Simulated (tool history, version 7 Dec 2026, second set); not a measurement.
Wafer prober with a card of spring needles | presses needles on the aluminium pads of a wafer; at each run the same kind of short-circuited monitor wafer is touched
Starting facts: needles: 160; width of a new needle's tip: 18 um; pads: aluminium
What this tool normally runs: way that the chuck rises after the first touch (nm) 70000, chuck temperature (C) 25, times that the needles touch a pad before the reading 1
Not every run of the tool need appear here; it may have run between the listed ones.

run,hour,way that the chuck rises after the first touch (nm),chuck temperature (C),times that the needles touch a pad before the reading,resistance of one needle with its contact and lead (mohm),way that a needle slides on the pad (nm)
1,0,70000,25,1,128,13260
# hour 2.9: tips cleaned on abrasive film
# hour 6.5: tips cleaned on abrasive film
# hour 10.1: tips cleaned on abrasive film
# hour 13.7: tips cleaned on abrasive film
# hour 16.8: tips cleaned on abrasive film
2,16.8,70000,25,1,128,13220
# hour 20.4: tips cleaned on abrasive film
# hour 24: tips cleaned on abrasive film
# hour 27.6: tips cleaned on abrasive film
# hour 30.6: tips cleaned on abrasive film
3,32.3,70000,25,1,127,13200
# hour 33.8: tips cleaned on abrasive film
# hour 36.7: tips cleaned on abrasive film
# hour 40.3: tips cleaned on abrasive film
# hour 43.9: tips cleaned on abrasive film
4,45,70000,25,1,125,13150
# hour 47.2: tips cleaned on abrasive film
# hour 50.9: tips cleaned on abrasive film
# hour 54.5: tips cleaned on abrasive film
# hour 58.1: tips cleaned on abrasive film
# hour 61.7: tips cleaned on abrasive film
5,62.3,70000,25,1,128,13130
# hour 65.2: tips cleaned on abrasive film
# hour 68.8: tips cleaned on abrasive film
# hour 71.8: tips cleaned on abrasive film
6,71.8,70000,25,1,126,13110
# hour 74.7: tips cleaned on abrasive film
# hour 78.3: tips cleaned on abrasive film
# hour 82: tips cleaned on abrasive film
7,83.5,70000,25,1,127,13160
# hour 85: tips cleaned on abrasive film
# hour 88.6: tips cleaned on abrasive film
# hour 91.5: tips cleaned on abrasive film
# hour 95.1: tips cleaned on abrasive film
8,97.4,70000,25,1,126,13110
# hour 98.2: tips cleaned on abrasive film
# hour 101.8: tips cleaned on abrasive film
# hour 105.4: tips cleaned on abrasive film
9,107.3,70000,25,1,127,13120
# hour 108.8: tips cleaned on abrasive film
# hour 112.4: tips cleaned on abrasive film
# hour 116: tips cleaned on abrasive film
# hour 119.6: tips cleaned on abrasive film
10,121.8,70000,25,1,128,13110
# hour 122.5: tips cleaned on abrasive film
# hour 126.2: tips cleaned on abrasive film
# hour 129.8: tips cleaned on abrasive film
# hour 133.4: tips cleaned on abrasive film
11,134.4,70000,25,3,126,13120
# hour 136.6: tips cleaned on abrasive film
# hour 137.6: height of the first contact set anew
# hour 139.8: tips cleaned on abrasive film
# hour 143.4: tips cleaned on abrasive film
# hour 147: tips cleaned on abrasive film
12,147.4,70000,25,1,127,13030
# hour 150.3: tips cleaned on abrasive film
# hour 153.9: tips cleaned on abrasive film
13,155.4,70000,25,1,128,13040
# hour 156.9: tips cleaned on abrasive film
# hour 160.5: tips cleaned on abrasive film
# hour 163.7: tips cleaned on abrasive film
14,163.7,70000,117,2,141,13040

Expected results for the next run?
# hour 167.3: tips cleaned on abrasive film
# hour 170.9: tips cleaned on abrasive film
15,173.3,70000,117,2,?,?

For run 15 the tool returned resistance of one needle with its contact and lead (mohm) 143, way that a needle slides on the pad (nm) 13050.
The same run, on a tool lacking any hidden state, would have yielded resistance of one needle with its contact and lead (mohm) 143, way that a needle slides on the pad (nm) 13210.
